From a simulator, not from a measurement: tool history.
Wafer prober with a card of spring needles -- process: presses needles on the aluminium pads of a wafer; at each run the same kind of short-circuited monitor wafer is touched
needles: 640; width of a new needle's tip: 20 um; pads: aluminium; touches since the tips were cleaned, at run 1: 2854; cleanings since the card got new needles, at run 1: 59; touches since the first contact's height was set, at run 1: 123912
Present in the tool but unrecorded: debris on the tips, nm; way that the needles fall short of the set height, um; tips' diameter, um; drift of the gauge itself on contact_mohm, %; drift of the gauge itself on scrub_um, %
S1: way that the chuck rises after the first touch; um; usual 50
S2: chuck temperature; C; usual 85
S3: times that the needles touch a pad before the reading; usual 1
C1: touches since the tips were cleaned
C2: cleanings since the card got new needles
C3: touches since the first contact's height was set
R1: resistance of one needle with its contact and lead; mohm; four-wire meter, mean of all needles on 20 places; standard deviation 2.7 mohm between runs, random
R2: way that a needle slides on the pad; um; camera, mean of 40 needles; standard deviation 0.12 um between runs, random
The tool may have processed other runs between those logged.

Run 1, hour 0.0: usual settings; C1 2854; C2 59; C3 123912. Result: R1 819 mohm, R2 12.20 um.
At hour 14.4: tips cleaned on abrasive film.
Run 2, hour 27.5: usual settings but S3 2; C1 2666; C2 60; C3 129491. Result: R1 620 mohm, R2 12.31 um.
At hour 43.7: tips cleaned on abrasive film.
At hour 71.9: tips cleaned on abrasive film.
Run 3, hour 77.5: usual settings but S3 2; C1 1141; C2 62; C3 139620. Result: R1 504 mohm, R2 12.27 um.
At hour 100.0: tips cleaned on abrasive film.
Run 4, hour 106.8: usual settings but S2 52 C; C1 1370; C2 63; C3 145559. Result: R1 732 mohm, R2 12.43 um.
At hour 127.9: tips cleaned on abrasive film.
Run 5, hour 133.4: usual settings but S2 40 C; C1 1111; C2 64; C3 150962. Result: R1 689 mohm, R2 12.23 um.
At hour 156.8: tips cleaned on abrasive film.
Run 6, hour 163.1: usual settings but S2 40 C; C1 1274; C2 65; C3 156983. Result: R1 651 mohm, R2 12.02 um.
At hour 184.5: tips cleaned on abrasive film.
At hour 215.0: tips cleaned on abrasive film.
Run 7, hour 221.2: usual settings but S2 40 C; C1 1256; C2 67; C3 168765. Result: R1 689 mohm, R2 12.15 um.
At hour 244.2: tips cleaned on abrasive film.
At hour 274.6: tips cleaned on abrasive film.
Run 8, hour 279.3: usual settings but S3 2; C1 954; C2 69; C3 180562. Result: R1 512 mohm, R2 12.28 um.
At hour 304.5: tips cleaned on abrasive film.
Run 9, hour 311.8: usual settings; C1 1486; C2 70; C3 187149. Result: R1 688 mohm, R2 12.11 um.
At hour 335.7: tips cleaned on abrasive film.
Run 10, hour 338.1: usual settings; C1 472; C2 71; C3 192474. Result: R1 518 mohm, R2 12.00 um.
At hour 365.5: tips cleaned on abrasive film.
Run 11, hour 371.9: usual settings; C1 1308; C2 72; C3 199342. Result: R1 681 mohm, R2 12.17 um.
At hour 396.6: tips cleaned on abrasive film.
Run 12, hour 423.6: usual settings but S2 28 C; C1 5488; C2 73; C3 209842. Result: R1 995 mohm, R2 12.22 um.
At hour 427.8: tips cleaned on abrasive film.
At hour 457.5: tips cleaned on abrasive film.
Run 13, hour 457.7: usual settings but S2 28 C; C1 49; C2 75; C3 216752. Result: R1 400 mohm, R2 11.76 um.
At hour 485.9: tips cleaned on abrasive film.
Run 14, hour 493.2: usual settings but S2 28 C; C1 1484; C2 76; C3 223940. Result: R1 764 mohm, R2 11.84 um.
At hour 515.3: tips cleaned on abrasive film.
Run 15, hour 526.8: usual settings; C1 2342; C2 77; C3 230771. Result: R1 864 mohm, R2 11.80 um.
At hour 545.2: tips cleaned on abrasive film.
Run 16, hour 565.9: usual settings; C1 4210; C2 78; C3 238713. Result: R1 959 mohm, R2 11.98 um.
At hour 575.2: tips cleaned on abrasive film.
At hour 594.4: height of the first contact set anew.
At hour 603.4: tips cleaned on abrasive film.
Run 17, hour 616.9: usual settings but S3 2; C1 2739; C2 80; C3 4546. Result: R1 620 mohm, R2 13.00 um.
At hour 634.9: tips cleaned on abrasive film.
At hour 662.2: tips cleaned on abrasive film.
Run 18, hour 668.4: usual settings but S1 55 um; C1 1247; C2 82; C3 14989. Result: R1 583 mohm, R2 14.28 um.
At hour 690.3: tips cleaned on abrasive film.
At hour 720.3: tips cleaned on abrasive film.
Run 19, hour 728.9: usual settings but S2 84 C; C1 1748; C2 84; C3 27262. Result: R1 743 mohm, R2 12.54 um.
At hour 751.5: tips cleaned on abrasive film.
At hour 783.1: tips cleaned on abrasive film.
Run 20, hour 787.3: usual settings but S1 35 um, S2 60 C, S3 2; C1 840; C2 86; C3 39108. Result: R1 609 mohm, R2 9.04 um.
At hour 811.9: tips cleaned on abrasive film.
Run 21, hour 814.9: usual settings but S1 35 um, S2 60 C, S3 2; C1 618; C2 87; C3 44717. Result: R1 582 mohm, R2 8.86 um.
At hour 839.5: tips cleaned on abrasive film.
Run 22, hour 845.2: usual settings but S1 35 um, S2 60 C, S3 2; C1 1175; C2 88; C3 50868. Result: R1 806 mohm, R2 8.99 um.
At hour 869.2: tips cleaned on abrasive film.
At hour 900.2: tips cleaned on abrasive film.
Run 23, hour 900.4: usual settings but S1 35 um, S2 60 C, S3 2; C1 42; C2 90; C3 62045. Result: R1 382 mohm, R2 8.81 um.
At hour 931.0: tips cleaned on abrasive film.
Run 24, hour 934.0: usual settings; C1 609; C2 91; C3 68872. Result: R1 578 mohm, R2 12.64 um.
At hour 958.9: tips cleaned on abrasive film.
Run 25, hour 967.3: usual settings; C1 1718; C2 92; C3 75627. Result: R1 731 mohm, R2 12.47 um.
At hour 989.0: tips cleaned on abrasive film.
Run 26, hour 1014.8: usual settings; C1 5255; C2 93; C3 85277. Result: R1 942 mohm, R2 12.48 um.
At hour 1020.4: tips cleaned on abrasive film.
At hour 1049.7: tips cleaned on abrasive film.
Run 27, hour 1066.2: usual settings but S1 45 um, S2 28 C, S3 2; C1 3359; C2 95; C3 95692. Result: R1 739 mohm, R2 11.09 um.
At hour 1080.4: tips cleaned on abrasive film.
Run 28, hour 1097.1: usual settings but S1 38 um, S2 28 C; C1 3384; C2 96; C3 101960. Result: R1 1430 mohm, R2 9.52 um.
At hour 1110.1: tips cleaned on abrasive film.
At hour 1138.4: tips cleaned on abrasive film.
Run 29, hour 1143.6: usual settings but S1 63 um, S3 2; C1 1066; C2 98; C3 111395. Result: R1 437 mohm, R2 15.58 um.
At hour 1168.6: tips cleaned on abrasive film.
Run 30, hour 1183.6: usual settings but S1 59 um, S2 89 C; C1 3048; C2 99; C3 119515. Result: R1 724 mohm, R2 14.63 um.
At hour 1196.5: tips cleaned on abrasive film.
At hour 1225.5: tips cleaned on abrasive film.
Run 31, hour 1225.5: usual settings but S1 59 um, S2 89 C; C1 0; C2 101; C3 128008. Result: R1 336 mohm, R2 14.57 um.

Subtracting, for every run, the result it would have given without the tool's unlogged condition from the measured result gives the following. The same run-to-run variation enters both numbers; the gauge's scatter may not:
run     R1     R2
  1   +514  -0.46
  2   +315  -0.48
  3   +200  -0.54
  4   +438  -0.56
  5   +399  -0.58
  6   +359  -0.58
  7   +397  -0.64
  8   +204  -0.69
  9   +381  -0.69
 10   +207  -0.71
 11   +374  -0.74
 12   +710  -0.77
 13   +109  -0.79
 14   +479  -0.81
 15   +553  -0.83
 16   +650  -0.85
 17   +313  -0.02
 18   +282  -0.06
 19   +432  -0.10
 20   +290  -0.14
 21   +270  -0.16
 22   +488  -0.19
 23    +63  -0.23
 24   +270  -0.25
 25   +423  -0.28
 26   +634  -0.30
 27   +453  -0.35
 28  +1133  -0.38
 29   +137  -0.42
 30   +425  -0.43
 31    +33  -0.48
